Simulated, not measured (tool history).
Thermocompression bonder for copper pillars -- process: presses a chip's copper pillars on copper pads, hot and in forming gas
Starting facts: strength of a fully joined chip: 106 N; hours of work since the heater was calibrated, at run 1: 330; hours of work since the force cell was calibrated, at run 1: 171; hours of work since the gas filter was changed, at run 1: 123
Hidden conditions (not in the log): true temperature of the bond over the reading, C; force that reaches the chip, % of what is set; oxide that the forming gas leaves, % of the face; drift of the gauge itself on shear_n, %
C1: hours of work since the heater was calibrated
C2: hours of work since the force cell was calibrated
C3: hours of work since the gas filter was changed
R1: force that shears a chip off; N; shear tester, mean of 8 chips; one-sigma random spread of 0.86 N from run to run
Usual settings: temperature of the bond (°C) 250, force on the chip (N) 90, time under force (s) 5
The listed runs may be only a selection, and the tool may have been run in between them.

Run 1, day 0: usual settings; C1 330; C2 171; C3 123. Result: R1 71.1 N.
Run 2, day 0.796: usual settings; C1 343; C2 183; C3 136. Result: R1 70.4 N.
Run 3, day 1.6: usual settings; C1 355; C2 196; C3 149. Result: R1 71 N.
Run 4, day 2.321: usual settings; C1 367; C2 208; C3 160. Result: R1 71.7 N.
Run 5, day 2.988: usual settings; C1 378; C2 218; C3 171. Result: R1 71.8 N.
Run 6, day 3.967: usual settings but force on the chip (N) 69; C1 393; C2 234; C3 186. Result: R1 61.4 N.
Run 7, day 4.633: usual settings but force on the chip (N) 69; C1 404; C2 244; C3 197. Result: R1 61.7 N.
Run 8, day 5.575: usual settings but force on the chip (N) 69; C1 419; C2 259; C3 212. Result: R1 63.2 N.
Run 9, day 6.088: usual settings but force on the chip (N) 69; C1 427; C2 267; C3 220. Result: R1 61.3 N.
Run 10, day 7.017: usual settings but force on the chip (N) 69; C1 441; C2 282; C3 235. Result: R1 60.2 N.
Run 11, day 7.454: usual settings but temperature of the bond (°C) 273, force on the chip (N) 69; C1 448; C2 289; C3 242. Result: R1 79.9 N.
Run 12, day 8.012: usual settings but force on the chip (N) 113; C1 457; C2 298; C3 250. Result: R1 78.9 N.
At day 8.45: forming gas filter changed.
Run 13, day 8.675: usual settings but force on the chip (N) 113; C1 467; C2 308; C3 4. Result: R1 81.2 N.
Run 14, day 9.446: usual settings but force on the chip (N) 113; C1 480; C2 320; C3 16. Result: R1 80.8 N.
Run 15, day 10.071: usual settings but force on the chip (N) 113; C1 490; C2 330; C3 26. Result: R1 81.7 N.
Run 16, day 10.758: usual settings but force on the chip (N) 113; C1 500; C2 341; C3 37. Result: R1 80.8 N.
Run 17, day 11.55: usual settings but temperature of the bond (°C) 266; C1 513; C2 354; C3 49. Result: R1 87.3 N.
Run 18, day 12.517: usual settings but temperature of the bond (°C) 220; C1 528; C2 369; C3 65. Result: R1 46.3 N.
Run 19, day 13.375: usual settings but temperature of the bond (°C) 220; C1 542; C2 383; C3 78. Result: R1 46.8 N.
Run 20, day 14.112: usual settings but temperature of the bond (°C) 263; C1 554; C2 394; C3 90. Result: R1 83.8 N.
Run 21, day 14.538: usual settings but temperature of the bond (°C) 274, force on the chip (N) 121; C1 560; C2 401; C3 97. Result: R1 97.6 N.
Run 22, day 15.312: usual settings but temperature of the bond (°C) 274, force on the chip (N) 56; C1 573; C2 413; C3 109. Result: R1 75.7 N.
Run 23, day 15.858: usual settings but temperature of the bond (°C) 274, force on the chip (N) 105; C1 581; C2 422; C3 118. Result: R1 93.6 N.
Run 24, day 16.467: usual settings but temperature of the bond (°C) 240, force on the chip (N) 55; C1 591; C2 432; C3 127. Result: R1 47.6 N.
Run 25, day 17.071: usual settings but temperature of the bond (°C) 240, force on the chip (N) 55; C1 601; C2 441; C3 137. Result: R1 48.1 N.
Run 26, day 17.733: usual settings but temperature of the bond (°C) 240, force on the chip (N) 55; C1 611; C2 452; C3 147. Result: R1 47.8 N.
Run 27, day 18.421: usual settings but temperature of the bond (°C) 240, force on the chip (N) 57, time under force (s) 12; C1 622; C2 463; C3 158. Result: R1 64.9 N.
Run 28, day 18.817: usual settings but temperature of the bond (°C) 264, force on the chip (N) 121, time under force (s) 12; C1 628; C2 469; C3 165. Result: R1 100.1 N.
Run 29, day 19.212: usual settings but temperature of the bond (°C) 237, force on the chip (N) 70, time under force (s) 6; C1 635; C2 475; C3 171. Result: R1 54.6 N.
Run 30, day 19.908: usual settings but temperature of the bond (°C) 251; C1 646; C2 486; C3 182. Result: R1 72.3 N.
Run 31, day 20.525: usual settings but temperature of the bond (°C) 227, force on the chip (N) 73, time under force (s) 10; C1 655; C2 496; C3 192. Result: R1 58.3 N.
Run 32, day 21.275: usual settings but temperature of the bond (°C) 264, force on the chip (N) 73, time under force (s) 14; C1 667; C2 508; C3 204. Result: R1 93.1 N.
Run 33, day 21.725: usual settings but temperature of the bond (°C) 264, force on the chip (N) 73, time under force (s) 14; C1 675; C2 515; C3 211. Result: R1 91.8 N.
Run 34, day 22.65: usual settings but temperature of the bond (°C) 264, force on the chip (N) 73, time under force (s) 14; C1 689; C2 530; C3 225. Result: R1 90.8 N.
Run 35, day 23.175: usual settings but temperature of the bond (°C) 272, force on the chip (N) 89; C1 698; C2 538; C3 234. Result: R1 87.6 N.
Run 36, day 23.633: usual settings but temperature of the bond (°C) 268, force on the chip (N) 124, time under force (s) 12; C1 705; C2 545; C3 241. Result: R1 99.7 N.
Run 37, day 24.35: usual settings but force on the chip (N) 118, time under force (s) 9; C1 716; C2 557; C3 252. Result: R1 90.1 N.
At day 24.721: forming gas filter changed.
Run 38, day 24.921: usual settings but force on the chip (N) 59; C1 725; C2 566; C3 3. Result: R1 60.9 N.
Run 39, day 25.421: usual settings but force on the chip (N) 59; C1 733; C2 574; C3 11. Result: R1 60.1 N.
Run 40, day 26.046: usual settings but force on the chip (N) 101; C1 743; C2 583; C3 21. Result: R1 80.3 N.

3 ways to go on from here, each from the tool as it stands after run 40. What would each give?
Run A, day 26.967: usual settings but temperature of the bond (°C) 273, force on the chip (N) 99, time under force (s) 6; C1 757; C2 598; C3 36. Result: R1 ?.
Run B, day 26.967: usual settings but temperature of the bond (°C) 231, force on the chip (N) 64, time under force (s) 4; C1 757; C2 598; C3 36. Result: R1 ?.
Run C, day 26.967: usual settings but force on the chip (N) 100, time under force (s) 10; C1 757; C2 598; C3 36. Result: R1 ?.

run    R1
  A  96.9
  B  42.6
  C  91.6
Had the tool no hidden state, the same runs would have come out as:
run    R1
  A  94.2
  B  38.1
  C  87.6
